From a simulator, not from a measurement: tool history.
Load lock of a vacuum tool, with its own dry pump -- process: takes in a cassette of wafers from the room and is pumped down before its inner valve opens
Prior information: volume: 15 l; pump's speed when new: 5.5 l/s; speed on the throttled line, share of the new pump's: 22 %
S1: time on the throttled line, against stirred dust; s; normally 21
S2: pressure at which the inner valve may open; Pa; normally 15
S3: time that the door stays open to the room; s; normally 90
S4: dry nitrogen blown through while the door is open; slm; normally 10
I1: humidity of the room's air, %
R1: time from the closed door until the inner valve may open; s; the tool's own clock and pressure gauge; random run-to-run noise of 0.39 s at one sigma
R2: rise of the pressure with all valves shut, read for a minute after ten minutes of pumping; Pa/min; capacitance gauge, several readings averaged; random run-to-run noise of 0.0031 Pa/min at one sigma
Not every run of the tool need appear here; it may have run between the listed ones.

| run | hour | S1 | S2 | S3 | S4 | I1 | R1 | R2 |
|---|---|---|---|---|---|---|---|---|
| 1 | 0 | 21 | 15 | 90 | 10 | 47.7 | 41.5 | 0.298 |
| 2 | 418 | 21 | 15 | 90 | 10 | 45.1 | 41.3 | 0.311 |
| 3 | 636.1 | 21 | 15 | 90 | 10 | 42.2 | 41.7 | 0.32 |
| 4 | 990.9 | 21 | 15 | 90 | 10 | 45.5 | 41.4 | 0.339 |
| 5 | 1345.9 | 21 | 15 | 90 | 10 | 44.7 | 42.8 | 0.35 |
| 6 | 1594.2 | 21 | 15 | 90 | 10 | 47.2 | 42.3 | 0.367 |
| 7 | 1970.5 | 21 | 15 | 90 | 10 | 47.1 | 42.5 | 0.389 |
| 8 | 2347.9 | 21 | 15 | 90 | 10 | 45.2 | 43.5 | 0.405 |
| 9 | 2616.5 | 21 | 15 | 90 | 10 | 45.6 | 43.3 | 0.416 |
| 10 | 2872.9 | 21 | 15 | 90 | 10 | 44.9 | 42.9 | 0.432 |
| 11 | 3165.4 | 21 | 15 | 90 | 10 | 46.8 | 43 | 0.444 |
| 12 | 3500.6 | 21 | 15 | 90 | 25 | 45 | 43.2 | 0.448 |
| 13 | 3771.7 | 21 | 15 | 90 | 25 | 45.2 | 43.7 | 0.479 |
| 14 | 4145.6 | 21 | 15 | 90 | 25 | 46.6 | 43.2 | 0.487 |
| 15 | 4372.2 | 21 | 15 | 90 | 10 | 46 | 43.5 | 0.526 |
| 16 | 4745.7 | 21 | 15 | 90 | 10 | 42.9 | 44.8 | 0.547 |
| 17 | 5041.2 | 21 | 15 | 90 | 10 | 47.3 | 44.5 | 0.56 |
|  | 5320 | door's seal changed, seat wiped |
| 18 | 5408.8 | 21 | 15 | 90 | 10 | 44.4 | 45.2 | 0.063 |
| 19 | 5745.5 | 21 | 15 | 90 | 10 | 49.4 | 45 | 0.068 |
| 20 | 6099.1 | 21 | 15 | 104 | 12 | 46.9 | 44.5 | 0.072 |
| 21 | 6557.8 | 21 | 15 | 104 | 12 | 44 | 45.4 | 0.077 |
| 22 | 6785 | 21 | 15 | 104 | 26 | 46.2 | 46.2 | 0.062 |
| 23 | 7171.7 | 21 | 27 | 90 | 10 | 48.2 | 44.1 | 0.088 |
| 24 | 7658.8 | 21 | 15 | 90 | 6 | 43.9 | 46.3 | 0.102 |
| 25 | 7980.5 | 21 | 15 | 115 | 10 | 46.6 | 46.4 | 0.112 |
| 26 | 8203.1 | 21 | 15 | 115 | 10 | 41.3 | 46.6 | 0.108 |
| 27 | 8667.1 | 21 | 16 | 115 | 8 | 49.3 | 46.1 | 0.133 |
| 28 | 9154.6 | 21 | 22 | 115 | 8 | 42 | 46.3 | 0.132 |
| 29 | 9565.5 | 21 | 15 | 128 | 12 | 46.3 | 47.5 | 0.153 |
|  | 9648.5 | dry pump taken out, an overhauled one fitted |
| 30 | 10028.2 | 35 | 15 | 128 | 12 | 50.9 | 51.4 | 0.172 |
| 31 | 10238.1 | 26 | 15 | 90 | 13 | 42.9 | 44.8 | 0.162 |
| 32 | 10575.4 | 17 | 15 | 90 | 10 | 48.3 | 37.1 | 0.186 |
| 33 | 10951.4 | 17 | 15 | 90 | 10 | 44 | 38 | 0.193 |
| 34 | 11177 | 21 | 13 | 90 | 10 | 42.7 | 41.6 | 0.198 |
| 35 | 11556.4 | 16 | 10 | 100 | 38 | 48.1 | 38.8 | 0.185 |
| 36 | 12006.6 | 34 | 20 | 37 | 11 | 44.1 | 51.1 | 0.216 |
| 37 | 12322.8 | 40 | 15 | 90 | 21 | 45 | 55.5 | 0.228 |

Below are 3 alternative next runs, each starting from the tool's condition after run 37. Predict each:
| A | 12793.5 | 40 | 15 | 90 | 37 | 48.6 | ? | ? |
| B | 12793.5 | 21 | 15 | 90 | 12 | 46.5 | ? | ? |
| C | 12793.5 | 21 | 15 | 26 | 10 | 42.5 | ? | ? |

| run | R1 | R2 |
|---|---|---|
| A | 56.7 | 0.236 |
| B | 41.5 | 0.265 |
| C | 42.2 | 0.242 |
The same runs, with their run-to-run variation unchanged, on a tool lacking any hidden condition would have given:
| run | R1 | R2 |
|---|---|---|
| A | 55.8 | 0.033 |
| B | 40.2 | 0.061 |
| C | 40.9 | 0.038 |
